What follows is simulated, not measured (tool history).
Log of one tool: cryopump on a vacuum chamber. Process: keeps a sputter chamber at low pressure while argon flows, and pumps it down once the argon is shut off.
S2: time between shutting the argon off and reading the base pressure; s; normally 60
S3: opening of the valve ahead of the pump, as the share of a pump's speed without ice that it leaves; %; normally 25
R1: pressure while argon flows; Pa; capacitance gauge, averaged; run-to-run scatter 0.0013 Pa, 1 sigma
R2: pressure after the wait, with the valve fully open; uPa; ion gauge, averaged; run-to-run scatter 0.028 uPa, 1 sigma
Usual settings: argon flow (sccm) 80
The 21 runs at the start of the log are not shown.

{"run": 22, "hour": 824.1, "argon flow (sccm)": 80, "S2": 52, "S3": 25, "R1": 0.3062, "R2": 1.81}
{"run": 23, "hour": 882.4, "argon flow (sccm)": 80, "S2": 52, "S3": 25, "R1": 0.3067, "R2": 1.8}
{"run": 24, "hour": 933.9, "argon flow (sccm)": 80, "S2": 70, "S3": 24, "R1": 0.3219, "R2": 1.57}
{"run": 25, "hour": 961.9, "argon flow (sccm)": 72, "S2": 179, "S3": 24, "R1": 0.2888, "R2": 0.91}
{"run": 26, "hour": 1003.9, "argon flow (sccm)": 153, "S2": 25, "S3": 25, "R1": 0.5886, "R2": 3.42}
{"run": 27, "hour": 1030.8, "argon flow (sccm)": 153, "S2": 25, "S3": 25, "R1": 0.5894, "R2": 3.42}
{"run": 28, "hour": 1070.2, "argon flow (sccm)": 63, "S2": 34, "S3": 25, "R1": 0.2434, "R2": 2.69}
{"run": 29, "hour": 1113.0, "argon flow (sccm)": 63, "S2": 34, "S3": 25, "R1": 0.2443, "R2": 2.67}
{"run": 30, "hour": 1158.9, "argon flow (sccm)": 63, "S2": 34, "S3": 25, "R1": 0.2466, "R2": 2.68}
{"run": 31, "hour": 1184.9, "argon flow (sccm)": 76, "S2": 34, "S3": 39, "R1": 0.1954, "R2": 2.69}
{"run": 32, "hour": 1211.6, "argon flow (sccm)": 80, "S2": 60, "S3": 25, "R1": 0.3116, "R2": 1.88}
{"run": 33, "hour": 1265.3, "argon flow (sccm)": 66, "S2": 60, "S3": 28, "R1": 0.2326, "R2": 1.83}

Predict each of these 4 candidate next runs independently; none follows another, all start after run 33:
{"run": "A", "hour": 1317.5, "argon flow (sccm)": 64, "S2": 28, "S3": 31, "R1": "?", "R2": "?"}
{"run": "B", "hour": 1317.5, "argon flow (sccm)": 155, "S2": 39, "S3": 19, "R1": "?", "R2": "?"}
{"run": "C", "hour": 1317.5, "argon flow (sccm)": 60, "S2": 60, "S3": 54, "R1": "?", "R2": "?"}
{"run": "D", "hour": 1317.5, "argon flow (sccm)": 80, "S2": 30, "S3": 52, "R1": "?", "R2": "?"}

run=A R1=0.2052 R2=3.29
run=B R1=0.7812 R2=2.53
run=C R1=0.1161 R2=1.91
run=D R1=0.1603 R2=3
What these runs would have given with no unlogged condition in the tool:
run=A R1=0.1897 R2=2.72
run=B R1=0.7439 R2=1.96
run=C R1=0.1016 R2=1.34
run=D R1=0.141 R2=2.44
